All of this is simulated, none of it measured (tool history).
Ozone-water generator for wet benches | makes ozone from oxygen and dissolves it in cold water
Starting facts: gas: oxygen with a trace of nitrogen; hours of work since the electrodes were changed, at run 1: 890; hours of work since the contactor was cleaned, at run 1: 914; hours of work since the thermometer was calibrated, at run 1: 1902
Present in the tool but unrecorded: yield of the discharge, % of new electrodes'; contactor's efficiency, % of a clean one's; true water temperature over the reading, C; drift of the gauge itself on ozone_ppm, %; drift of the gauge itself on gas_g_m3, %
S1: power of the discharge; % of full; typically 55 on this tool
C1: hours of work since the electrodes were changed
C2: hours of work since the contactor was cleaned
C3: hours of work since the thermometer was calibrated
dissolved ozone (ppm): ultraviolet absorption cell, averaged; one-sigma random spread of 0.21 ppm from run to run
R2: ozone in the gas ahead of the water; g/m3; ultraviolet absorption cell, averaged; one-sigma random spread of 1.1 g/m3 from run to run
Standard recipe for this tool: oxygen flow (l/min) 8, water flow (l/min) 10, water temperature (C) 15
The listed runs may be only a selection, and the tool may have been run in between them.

Run 1, hour 0: usual settings; C1 890; C2 914; C3 1902. Result: dissolved ozone (ppm) 29.6, R2 191.3 g/m3.
Run 2, hour 15.1: usual settings; C1 902; C2 925; C3 1913. Result: dissolved ozone (ppm) 29.8, R2 191.1 g/m3.
Run 3, hour 30.8: usual settings; C1 913; C2 937; C3 1925. Result: dissolved ozone (ppm) 29.8, R2 192.6 g/m3.
Run 4, hour 55: usual settings; C1 931; C2 955; C3 1943. Result: dissolved ozone (ppm) 29.6, R2 189.7 g/m3.
Run 5, hour 82: usual settings; C1 952; C2 975; C3 1963. Result: dissolved ozone (ppm) 29.3, R2 193 g/m3.
Run 6, hour 101.6: usual settings; C1 966; C2 989; C3 1977. Result: dissolved ozone (ppm) 29.4, R2 192.9 g/m3.
Run 7, hour 125.8: usual settings but water flow (l/min) 12; C1 984; C2 1007; C3 1996. Result: dissolved ozone (ppm) 25.8, R2 190.4 g/m3.
Run 8, hour 145.5: usual settings but water flow (l/min) 8; C1 999; C2 1022; C3 2010. Result: dissolved ozone (ppm) 34.1, R2 192.5 g/m3.
Run 9, hour 165.9: usual settings but water flow (l/min) 8; C1 1014; C2 1037; C3 2025. Result: dissolved ozone (ppm) 34.3, R2 192.4 g/m3.
At hour 168.8: water thermometer calibrated.
Run 10, hour 197.5: usual settings but oxygen flow (l/min) 12.98; C1 1037; C2 1060; C3 21. Result: dissolved ozone (ppm) 25.3, R2 147.1 g/m3.
Run 11, hour 213.3: usual settings but water temperature (C) 8; C1 1049; C2 1072; C3 33. Result: dissolved ozone (ppm) 34.3, R2 191.3 g/m3.
Run 12, hour 245: usual settings but water temperature (C) 8; C1 1073; C2 1096; C3 57. Result: dissolved ozone (ppm) 34.2, R2 191.5 g/m3.
Run 13, hour 264.6: usual settings but oxygen flow (l/min) 4.42; C1 1087; C2 1110; C3 71. Result: dissolved ozone (ppm) 32.8, R2 269.5 g/m3.
Run 14, hour 285.3: usual settings but water flow (l/min) 15; C1 1103; C2 1126; C3 87. Result: dissolved ozone (ppm) 21.3, R2 192 g/m3.
Run 15, hour 312.9: usual settings but water flow (l/min) 15; C1 1123; C2 1146; C3 107. Result: dissolved ozone (ppm) 21.3, R2 191.4 g/m3.
At hour 334.9: water thermometer calibrated, once more.
Run 16, hour 341.6: usual settings but S1 63 % of full, oxygen flow (l/min) 8.41, water flow (l/min) 15; C1 1144; C2 1167; C3 5. Result: dissolved ozone (ppm) 23.8, R2 208.7 g/m3.
Run 17, hour 356.7: usual settings but S1 76 % of full, oxygen flow (l/min) 9.33, water flow (l/min) 8; C1 1156; C2 1179; C3 16. Result: dissolved ozone (ppm) 42.5, R2 233 g/m3.
Run 18, hour 388.8: usual settings but S1 76 % of full, oxygen flow (l/min) 9.33, water flow (l/min) 8; C1 1179; C2 1203; C3 40. Result: dissolved ozone (ppm) 42.9, R2 231.3 g/m3.
Run 19, hour 411.2: usual settings but S1 76 % of full, oxygen flow (l/min) 9.33, water flow (l/min) 8; C1 1196; C2 1219; C3 57. Result: dissolved ozone (ppm) 43.4, R2 230 g/m3.
Run 20, hour 432: usual settings but S1 48 % of full, water flow (l/min) 12, water temperature (C) 8; C1 1212; C2 1235; C3 72. Result: dissolved ozone (ppm) 26.3, R2 170 g/m3.
Run 21, hour 461.6: usual settings but S1 63 % of full, water flow (l/min) 6, water temperature (C) 8; C1 1234; C2 1257; C3 94. Result: dissolved ozone (ppm) 53.9, R2 213.8 g/m3.
Run 22, hour 481.8: usual settings but oxygen flow (l/min) 7.46; C1 1249; C2 1272; C3 109. Result: dissolved ozone (ppm) 30.1, R2 199.8 g/m3.
Run 23, hour 498.3: usual settings but oxygen flow (l/min) 7.46; C1 1261; C2 1284; C3 122. Result: dissolved ozone (ppm) 30.1, R2 199.4 g/m3.
Run 24, hour 525.3: usual settings but oxygen flow (l/min) 12.58, water flow (l/min) 14; C1 1281; C2 1304; C3 142. Result: dissolved ozone (ppm) 20.6, R2 148.3 g/m3.
Run 25, hour 556.3: usual settings but S1 54 % of full, oxygen flow (l/min) 6.26, water flow (l/min) 7, water temperature (C) 16; C1 1304; C2 1327; C3 165. Result: dissolved ozone (ppm) 37.7, R2 213.7 g/m3.
Run 26, hour 583.9: usual settings but S1 54 % of full, oxygen flow (l/min) 4.29, water flow (l/min) 7, water temperature (C) 16; C1 1325; C2 1348; C3 186. Result: dissolved ozone (ppm) 42.3, R2 268.7 g/m3.
Run 27, hour 611.8: usual settings but S1 54 % of full, oxygen flow (l/min) 4.29, water flow (l/min) 7, water temperature (C) 16; C1 1346; C2 1369; C3 206. Result: dissolved ozone (ppm) 41.8, R2 268.3 g/m3.
Run 28, hour 628.1: usual settings but S1 45 % of full, oxygen flow (l/min) 9.22, water temperature (C) 9; C1 1358; C2 1381; C3 219. Result: dissolved ozone (ppm) 27.5, R2 147.3 g/m3.
Run 29, hour 656.2: usual settings but water flow (l/min) 6; C1 1379; C2 1402; C3 239. Result: dissolved ozone (ppm) 40.1, R2 191.8 g/m3.

Each row is a separate what-if for the run after 29, all from the same tool condition, not one after another. Results?
Run A, hour 682: usual settings but S1 57 % of full; C1 1398; C2 1421; C3 259. Result: dissolved ozone (ppm) ?, R2 ?.
Run B, hour 682: usual settings but S1 83 % of full, oxygen flow (l/min) 10.72, water flow (l/min) 12; C1 1398; C2 1421; C3 259. Result: dissolved ozone (ppm) ?, R2 ?.
Run C, hour 682: usual settings but oxygen flow (l/min) 10.29, water flow (l/min) 7; C1 1398; C2 1421; C3 259. Result: dissolved ozone (ppm) ?, R2 ?.
Run D, hour 682: usual settings but S1 99 % of full, water flow (l/min) 12; C1 1398; C2 1421; C3 259. Result: dissolved ozone (ppm) ?, R2 ?.

run  dissolved ozone (ppm)     R2
  A                   30.1  196.6
  B                   33.9  230.9
  C                   33.8  167.1
  D                   41.7  313.9
Without the tool's unlogged condition, the same runs would have read:
run  dissolved ozone (ppm)     R2
  A                   31.5  200.5
  B                   35.8  237.3
  C                   35.1  170.3
  D                   44.2  323.8

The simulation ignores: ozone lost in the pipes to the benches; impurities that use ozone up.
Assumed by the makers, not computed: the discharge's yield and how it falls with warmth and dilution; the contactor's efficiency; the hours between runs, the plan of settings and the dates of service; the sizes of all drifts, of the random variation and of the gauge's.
